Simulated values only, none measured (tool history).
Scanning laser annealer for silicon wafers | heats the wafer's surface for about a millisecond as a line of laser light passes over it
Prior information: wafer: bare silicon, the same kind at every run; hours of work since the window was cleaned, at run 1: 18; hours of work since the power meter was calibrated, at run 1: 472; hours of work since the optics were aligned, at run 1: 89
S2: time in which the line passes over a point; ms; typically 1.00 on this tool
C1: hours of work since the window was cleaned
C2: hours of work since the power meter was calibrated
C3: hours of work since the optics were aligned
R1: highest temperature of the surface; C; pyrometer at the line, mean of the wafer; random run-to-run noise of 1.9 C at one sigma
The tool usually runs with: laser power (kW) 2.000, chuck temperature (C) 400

{"run": 1, "hour": 0.0, "laser power (kW)": 2.0, "S2": 1.0, "chuck temperature (C)": 400, "C1": 18, "C2": 472, "C3": 89, "R1": 1226}
{"run": 2, "hour": 39.4, "laser power (kW)": 2.0, "S2": 1.0, "chuck temperature (C)": 400, "C1": 48, "C2": 502, "C3": 119, "R1": 1230}
{"run": 3, "hour": 85.9, "laser power (kW)": 1.773, "S2": 1.0, "chuck temperature (C)": 400, "C1": 83, "C2": 537, "C3": 154, "R1": 1123}
{"run": 4, "hour": 136.2, "laser power (kW)": 1.773, "S2": 1.0, "chuck temperature (C)": 400, "C1": 121, "C2": 575, "C3": 193, "R1": 1120}
{"run": 5, "hour": 161.7, "laser power (kW)": 1.773, "S2": 1.0, "chuck temperature (C)": 400, "C1": 140, "C2": 594, "C3": 212, "R1": 1121}
{"run": 6, "hour": 185.4, "laser power (kW)": 2.0, "S2": 1.0, "chuck temperature (C)": 400, "C1": 158, "C2": 612, "C3": 230, "R1": 1227}
{"run": 7, "hour": 214.5, "laser power (kW)": 2.0, "S2": 1.1, "chuck temperature (C)": 400, "C1": 180, "C2": 634, "C3": 252, "R1": 1259}
{"run": 8, "hour": 267.5, "laser power (kW)": 2.0, "S2": 1.1, "chuck temperature (C)": 400, "C1": 220, "C2": 674, "C3": 292, "R1": 1261}
{"run": 9, "hour": 302.8, "laser power (kW)": 2.0, "S2": 1.1, "chuck temperature (C)": 400, "C1": 247, "C2": 701, "C3": 319, "R1": 1259}
{"run": 10, "hour": 338.3, "laser power (kW)": 2.0, "S2": 1.1, "chuck temperature (C)": 400, "C1": 274, "C2": 728, "C3": 346, "R1": 1261}
{"run": 11, "hour": 389.1, "laser power (kW)": 2.111, "S2": 0.86, "chuck temperature (C)": 433, "C1": 312, "C2": 766, "C3": 384, "R1": 1253}
{"run": 12, "hour": 427.4, "laser power (kW)": 2.111, "S2": 0.86, "chuck temperature (C)": 433, "C1": 341, "C2": 795, "C3": 413, "R1": 1250}
{"run": 13, "hour": 455.1, "laser power (kW)": 2.111, "S2": 0.86, "chuck temperature (C)": 433, "C1": 362, "C2": 816, "C3": 434, "R1": 1245}
{"run": 14, "hour": 500.5, "laser power (kW)": 1.722, "S2": 1.04, "chuck temperature (C)": 427, "C1": 397, "C2": 851, "C3": 468, "R1": 1135}
{"run": 15, "hour": 545.4, "laser power (kW)": 1.722, "S2": 0.78, "chuck temperature (C)": 427, "C1": 431, "C2": 885, "C3": 502, "R1": 1047}
{"run": 16, "hour": 577.6, "laser power (kW)": 2.025, "S2": 1.17, "chuck temperature (C)": 427, "C1": 455, "C2": 909, "C3": 527, "R1": 1318}
{"run": 17, "hour": 610.3, "laser power (kW)": 2.075, "S2": 1.14, "chuck temperature (C)": 433, "C1": 480, "C2": 934, "C3": 551, "R1": 1339}
{"run": 18, "hour": 656.5, "laser power (kW)": 2.075, "S2": 1.14, "chuck temperature (C)": 433, "C1": 515, "C2": 969, "C3": 586, "R1": 1340}
{"run": 19, "hour": 696.2, "laser power (kW)": 1.996, "S2": 0.98, "chuck temperature (C)": 396, "C1": 545, "C2": 999, "C3": 616, "R1": 1203}
{"run": 20, "hour": 723.3, "laser power (kW)": 1.93, "S2": 0.73, "chuck temperature (C)": 400, "C1": 565, "C2": 1019, "C3": 637, "R1": 1079}

Measured result minus the same run's result without the hidden state. Both carry the same run-to-run variation, though not necessarily the same gauge scatter:
The tool's hidden condition here consists of: light that passes the window, % of a clean one's; laser's true power over the reading, %; width of the line over the set one, %; drift of the gauge itself on peak_c, C.
run=1 R1=+1
run=2 R1=+1
run=3 R1=+0
run=4 R1=-2
run=5 R1=-2
run=6 R1=-3
run=7 R1=-3
run=8 R1=-4
run=9 R1=-5
run=10 R1=-6
run=11 R1=-7
run=12 R1=-7
run=13 R1=-8
run=14 R1=-8
run=15 R1=-8
run=16 R1=-11
run=17 R1=-12
run=18 R1=-13
run=19 R1=-12
run=20 R1=-11
